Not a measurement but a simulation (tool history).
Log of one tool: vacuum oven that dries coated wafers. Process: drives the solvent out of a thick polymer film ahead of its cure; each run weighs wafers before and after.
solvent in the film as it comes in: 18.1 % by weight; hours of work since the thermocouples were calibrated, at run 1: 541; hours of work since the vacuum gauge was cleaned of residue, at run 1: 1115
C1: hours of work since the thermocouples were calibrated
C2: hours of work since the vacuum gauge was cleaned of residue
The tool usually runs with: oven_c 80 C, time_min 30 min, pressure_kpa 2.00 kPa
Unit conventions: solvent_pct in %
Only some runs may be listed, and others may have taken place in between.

Run 1, hour 0.0: usual settings; C1 541; C2 1115. Result: solvent_pct 1.91 %.
Run 2, hour 57.5: usual settings; C1 569; C2 1143. Result: solvent_pct 1.81 %.
Run 3, hour 146.8: usual settings; C1 612; C2 1186. Result: solvent_pct 1.84 %.
At hour 213.9: oven's thermocouples calibrated.
Run 4, hour 231.1: usual settings; C1 8; C2 1226. Result: solvent_pct 1.87 %.
Run 5, hour 274.4: usual settings; C1 29; C2 1247. Result: solvent_pct 1.83 %.
Run 6, hour 344.8: usual settings; C1 63; C2 1281. Result: solvent_pct 1.88 %.
Run 7, hour 397.8: usual settings; C1 89; C2 1306. Result: solvent_pct 1.87 %.
Run 8, hour 487.2: usual settings but time_min 43 min, pressure_kpa 3.28 kPa; C1 132; C2 1349. Result: solvent_pct 1.45 %.
Run 9, hour 569.9: usual settings but oven_c 87 C, time_min 23 min; C1 172; C2 1389. Result: solvent_pct 1.59 %.
Run 10, hour 625.9: usual settings but oven_c 73 C, time_min 18 min; C1 199; C2 1416. Result: solvent_pct 5.44 %.

For run 11, what comes out?
Run 11, hour 673.8: usual settings but oven_c 69 C, time_min 32 min, pressure_kpa 3.49 kPa; C1 222; C2 1439. Result: solvent_pct ?.

Logged for run 11: solvent_pct 4.48 %.
With the hidden condition absent and the run-to-run variation left alone, this run would have shown solvent_pct 4.47 %.
